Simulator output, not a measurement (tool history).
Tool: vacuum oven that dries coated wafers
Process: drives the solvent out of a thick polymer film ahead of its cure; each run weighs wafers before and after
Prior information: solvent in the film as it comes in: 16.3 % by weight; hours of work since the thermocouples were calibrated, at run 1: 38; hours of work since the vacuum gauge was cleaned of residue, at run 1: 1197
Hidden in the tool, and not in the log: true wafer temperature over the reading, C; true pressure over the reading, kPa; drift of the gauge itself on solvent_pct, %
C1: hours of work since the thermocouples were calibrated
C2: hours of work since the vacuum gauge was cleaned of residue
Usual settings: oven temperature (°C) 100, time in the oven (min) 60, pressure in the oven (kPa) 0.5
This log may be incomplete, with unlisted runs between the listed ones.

Run 1, day 0: usual settings; C1 38; C2 1197. Result: solvent left in the film (%) 1.7.
Run 2, day 0.804: usual settings; C1 53; C2 1213. Result: solvent left in the film (%) 1.71.
Run 3, day 2.462: usual settings; C1 85; C2 1245. Result: solvent left in the film (%) 1.74.
Run 4, day 3.962: usual settings; C1 114; C2 1274. Result: solvent left in the film (%) 1.72.
Run 5, day 5.262: usual settings; C1 139; C2 1299. Result: solvent left in the film (%) 1.75.
Run 6, day 6.617: usual settings; C1 165; C2 1325. Result: solvent left in the film (%) 1.75.
Run 7, day 8.025: usual settings; C1 192; C2 1352. Result: solvent left in the film (%) 1.78.
Run 8, day 9.388: usual settings but pressure in the oven (kPa) 1.456; C1 218; C2 1378. Result: solvent left in the film (%) 2.8.
Run 9, day 10.338: usual settings but time in the oven (min) 46, pressure in the oven (kPa) 1.456; C1 236; C2 1396. Result: solvent left in the film (%) 3.47.
Run 10, day 11.308: usual settings but time in the oven (min) 46, pressure in the oven (kPa) 1.456; C1 255; C2 1415. Result: solvent left in the film (%) 3.46.
Run 11, day 12.325: usual settings; C1 275; C2 1434. Result: solvent left in the film (%) 1.78.
Run 12, day 13.183: usual settings; C1 291; C2 1451. Result: solvent left in the film (%) 1.82.
Run 13, day 14.125: usual settings; C1 309; C2 1469. Result: solvent left in the film (%) 1.84.
Run 14, day 15.588: usual settings; C1 337; C2 1497. Result: solvent left in the film (%) 1.82.
Run 15, day 17.004: usual settings but oven temperature (°C) 109, pressure in the oven (kPa) 0.257; C1 364; C2 1524. Result: solvent left in the film (%) 0.56.
At day 17.658: vacuum gauge cleaned of residue and calibrated.
Run 16, day 18.221: usual settings but oven temperature (°C) 109, pressure in the oven (kPa) 0.31; C1 387; C2 11. Result: solvent left in the film (%) 0.36.
Run 17, day 19.608: usual settings but time in the oven (min) 34, pressure in the oven (kPa) 1.34; C1 413; C2 37. Result: solvent left in the film (%) 4.32.
Run 18, day 20.425: usual settings but time in the oven (min) 34, pressure in the oven (kPa) 1.34; C1 429; C2 53. Result: solvent left in the film (%) 4.33.
Run 19, day 21.396: usual settings but oven temperature (°C) 95, time in the oven (min) 56, pressure in the oven (kPa) 0.619; C1 448; C2 72. Result: solvent left in the film (%) 3.09.
Run 20, day 23.046: usual settings but oven temperature (°C) 95, time in the oven (min) 56, pressure in the oven (kPa) 0.619; C1 479; C2 103. Result: solvent left in the film (%) 3.14.
Run 21, day 24.138: usual settings but oven temperature (°C) 95, time in the oven (min) 56, pressure in the oven (kPa) 1.991; C1 500; C2 124. Result: solvent left in the film (%) 4.75.
Run 22, day 25.562: usual settings but oven temperature (°C) 95, time in the oven (min) 56, pressure in the oven (kPa) 1.991; C1 527; C2 152. Result: solvent left in the film (%) 4.78.
Run 23, day 26.654: usual settings but oven temperature (°C) 111, time in the oven (min) 42; C1 548; C2 173. Result: solvent left in the film (%) 0.77.
Run 24, day 27.642: usual settings but oven temperature (°C) 111, time in the oven (min) 42; C1 567; C2 192. Result: solvent left in the film (%) 0.76.

Entry by entry between the runs, the difference in hidden state between the last listed run before and the first listed run after:
Run 15 -> run 16: vacuum gauge cleaned of residue and calibrated (day 17.658)
  true wafer temperature over the reading, C: -0.33 -> -0.35; true pressure over the reading, kPa: 0.274 -> 0.001
  measured value less the no-hidden-state value, solvent left in the film (%): +0.24 -> +0.01
